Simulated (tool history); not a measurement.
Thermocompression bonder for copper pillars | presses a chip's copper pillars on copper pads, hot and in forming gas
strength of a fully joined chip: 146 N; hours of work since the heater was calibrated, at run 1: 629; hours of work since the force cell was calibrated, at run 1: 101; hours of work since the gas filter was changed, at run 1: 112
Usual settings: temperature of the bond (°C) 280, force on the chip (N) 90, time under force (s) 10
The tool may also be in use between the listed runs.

run	hour	temperature of the bond (°C)	force on the chip (N)	time under force (s)	hours of work since the heater was calibrated	hours of work since the force cell was calibrated	hours of work since the gas filter was changed	force that shears a chip off (N)
1	0	280	90	10	629	101	112	56.4
2	14	280	90	5	636	108	119	42.6
3	28.4	280	90	10	643	115	126	56.5
4	39.3	280	90	11	649	121	131	58.5
5	52	280	58	10	655	127	137	35.9
6	64	280	58	10	661	133	143	36.3
7	73.7	271	90	10	666	138	148	49.2
8	85.4	271	90	10	671	143	154	48.6
9	93	271	90	10	675	147	158	48.3
10	105.9	278	105	9	681	153	164	59.8
# hour 111.9: heater calibrated with a thermocouple chip
11	123.4	294	124	29	6	161	172	111.3
12	130.3	294	124	29	9	164	175	111.6
13	143.1	294	74	11	15	171	181	56.2
14	158.4	294	74	11	23	178	189	56
15	164.9	266	63	21	26	181	192	39.7
16	172.7	266	63	21	30	185	196	39.2
17	185.9	304	116	13	36	192	202	97.6
18	195.8	263	90	6	41	197	207	31.3

5 ways to go on from here, each from the tool as it stands after run 18. What would each give?
A	207.5	263	103	6	47	202	213	?
B	207.5	280	115	27	47	202	213	?
C	207.5	256	90	10	47	202	213	?
D	207.5	295	59	8	47	202	213	?
E	207.5	271	59	10	47	202	213	?

run	force that shears a chip off (N)
A	36.8
B	89.9
C	33.8
D	40
E	29
Without the tool's hidden state the same runs would have given:
run	force that shears a chip off (N)
A	37.1
B	90.9
C	34.1
D	40.3
E	29.2
